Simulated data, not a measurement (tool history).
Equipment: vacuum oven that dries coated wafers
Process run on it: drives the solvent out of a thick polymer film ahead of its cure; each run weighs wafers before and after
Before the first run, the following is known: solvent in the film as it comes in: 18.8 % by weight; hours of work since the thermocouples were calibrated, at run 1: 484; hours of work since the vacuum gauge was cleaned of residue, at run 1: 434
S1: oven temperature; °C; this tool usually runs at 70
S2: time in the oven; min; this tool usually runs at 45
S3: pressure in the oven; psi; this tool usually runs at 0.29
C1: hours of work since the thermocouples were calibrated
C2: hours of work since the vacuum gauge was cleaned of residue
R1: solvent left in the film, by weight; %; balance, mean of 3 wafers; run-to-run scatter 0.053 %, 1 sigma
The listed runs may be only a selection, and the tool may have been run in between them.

run,hour,S1,S2,S3,C1,C2,R1
1,0,70,45,0.29,484,434,1.86
2,20.1,70,45,0.29,498,449,1.89
3,39.5,70,45,0.29,512,463,1.84
4,51,70,45,0.441,520,471,2.55
5,72,70,45,0.441,536,486,2.49
6,93.5,70,45,0.29,551,502,1.9
7,110.7,70,45,0.29,564,514,1.93
8,124.9,70,45,0.231,574,525,1.63
9,145.4,70,45,0.231,589,539,1.62
10,156.6,70,45,0.231,597,548,1.55
11,166.3,70,45,0.231,604,555,1.69
12,183.2,70,45,0.231,616,567,1.72
13,194.4,75,45,0.29,624,575,1.31
14,208.1,83,45,0.29,634,585,0.73
15,229.7,83,45,0.29,650,601,0.84
16,245,83,45,0.29,661,612,0.79
17,266.6,60,33,0.29,677,627,6.58
18,278.5,70,43,0.29,685,636,1.96
19,296.3,70,70,0.851,698,649,3.86
20,317,83,36,0.274,713,664,0.76
21,331.3,83,36,0.274,723,674,0.81
22,351,80,58,0.274,738,688,0.91
23,367.7,75,62,0.424,750,700,1.58
24,386.2,71,62,1.041,763,714,4.55
25,396.4,71,62,1.041,771,721,4.51
26,409.8,71,62,1.041,780,731,4.55
27,428,71,45,0.943,793,744,4.36
28,439,71,45,0.236,801,752,1.46
29,455,63,33,0.236,813,764,4.91

Each run again, without the hidden state but with its own random variation kept:
The hidden state here: true wafer temperature over the reading, C; true pressure over the reading, kPa; drift of the gauge itself on solvent_pct, %.
run,R1
1,1.78
2,1.81
3,1.76
4,2.47
5,2.41
6,1.81
7,1.84
8,1.54
9,1.53
10,1.46
11,1.6
12,1.63
13,1.22
14,0.66
15,0.76
16,0.72
17,6.53
18,1.87
19,3.77
20,0.68
21,0.73
22,0.82
23,1.47
24,4.46
25,4.43
26,4.46
27,4.29
28,1.35
29,4.88
